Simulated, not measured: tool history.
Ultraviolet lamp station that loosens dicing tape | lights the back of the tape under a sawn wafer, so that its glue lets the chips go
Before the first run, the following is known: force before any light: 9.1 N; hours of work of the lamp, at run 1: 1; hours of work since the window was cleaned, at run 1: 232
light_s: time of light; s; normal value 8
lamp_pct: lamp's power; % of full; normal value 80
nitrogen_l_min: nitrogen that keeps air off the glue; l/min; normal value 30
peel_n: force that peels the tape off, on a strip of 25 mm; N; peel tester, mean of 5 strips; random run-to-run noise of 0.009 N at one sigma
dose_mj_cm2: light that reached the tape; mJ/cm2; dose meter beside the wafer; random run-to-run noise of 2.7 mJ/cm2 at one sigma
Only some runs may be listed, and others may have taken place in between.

run  hour  light_s  lamp_pct  nitrogen_l_min  hours of work of the lamp  hours of work since the window was cleaned  peel_n  dose_mj_cm2
  1   0.0        8        80              30                          1                                         232   0.449          316
  2   3.9        8        80              30                          3                                         233   0.465          319
  3   7.9        8        80              30                          5                                         235   0.439          320
     11.4  -- window cleaned of glue's vapour
  4  12.6        8        80              30                          7                                           1   0.373          349
  5  20.8        8        80              30                         10                                           4   0.389          349
  6  26.0        8        80              30                         12                                           6   0.388          351
  7  33.7        8        67              30                         16                                          10   0.535          291
  8  42.0       11        92              51                         19                                          13   0.218          548

For run 9, what comes out?
  9  46.2        8        74              30                         21                                          15       ?            ?

Run 9 came out at peel_n 0.448 N, dose_mj_cm2 326 mJ/cm2.
If the tool had no hidden condition, the same run with the same run-to-run variation would have returned peel_n 0.430 N, dose_mj_cm2 333 mJ/cm2.

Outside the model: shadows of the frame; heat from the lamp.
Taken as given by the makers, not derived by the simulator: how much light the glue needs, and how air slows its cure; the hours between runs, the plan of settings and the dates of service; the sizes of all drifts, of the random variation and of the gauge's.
